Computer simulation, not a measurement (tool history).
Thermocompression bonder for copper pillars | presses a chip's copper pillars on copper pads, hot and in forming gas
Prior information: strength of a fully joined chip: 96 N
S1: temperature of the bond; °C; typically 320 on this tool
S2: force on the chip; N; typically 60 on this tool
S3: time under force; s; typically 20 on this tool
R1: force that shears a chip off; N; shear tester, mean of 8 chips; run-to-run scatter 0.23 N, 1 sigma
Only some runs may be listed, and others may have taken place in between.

run	hour	S1	S2	S3	R1
1	0.0	320	60	20	40.4
2	7.3	320	60	20	40.5
3	20.9	320	60	20	40.2
4	27.4	320	60	20	40.5
5	37.1	320	60	20	40.1
6	48.0	320	60	20	40.4
7	56.3	320	60	56	56.9
8	69.0	320	60	20	39.8
9	76.3	320	60	20	39.5
10	84.8	320	60	20	39.3
11	92.2	320	60	12	32.7
12	101.8	320	60	20	39.8
13	114.7	320	60	25	42.9
14	124.1	343	60	20	49.9
15	130.3	316	60	20	37.6
16	138.7	320	60	20	39.7
17	151.5	320	60	20	39.2
18	164.9	320	60	20	39.6
19	171.4	320	60	20	39.1
20	185.7	320	60	11	31.2
21	192.6	320	60	11	31.4
22	203.9	297	77	11	29.0
23	212.2	297	77	11	29.0
24	226.2	297	77	11	29.0
25	235.6	319	62	55	55.5
26	245.8	347	59	27	57.8
27	259.6	320	60	51	55.3
28	271.0	345	80	15	57.6
29	278.8	291	60	16	25.2
30	293.1	291	60	16	25.1
31	300.1	292	53	13	20.6
32	308.5	348	43	20	40.9
33	318.1	348	89	20	67.9
34	331.0	299	60	42	41.2
35	343.1	350	60	22	55.5
36	351.0	345	36	20	34.0
37	365.2	338	63	20	49.5
38	372.6	320	49	49	46.9
39	383.1	334	86	43	72.3

Removed from this log: 3 entries logged between the listed runs. Between which two listed runs does each belong, and how does the tool's hidden state at the listed run before it compare with that at the listed run after it?
After run 5, before run 6: heater calibrated with a thermocouple chip (hour 45.0)
  true temperature of the bond over the reading, C: 0.3 -> 0; oxide that the forming gas leaves, % of the face: 0.67 -> 0.68; drift of the gauge itself on shear_n, %: -0.44 -> -0.55
  what was measured, less what the result would be without the hidden state, R1: -0.2 -> -0.3 N
After run 25, before run 26: gauge calibrated (hour 241.2)
  oxide that the forming gas leaves, % of the face: 0.87 -> 0.88; drift of the gauge itself on shear_n, %: -2.8 -> -0.06
  what was measured, less what the result would be without the hidden state, R1: -1.8 -> -0.2 N
After run 29, before run 30: forming gas filter changed (hour 288.9)
  oxide that the forming gas leaves, % of the face: 0.91 -> 0.51; drift of the gauge itself on shear_n, %: -0.45 -> -0.62
  what was measured, less what the result would be without the hidden state, R1: -0.1 -> -0.2 N
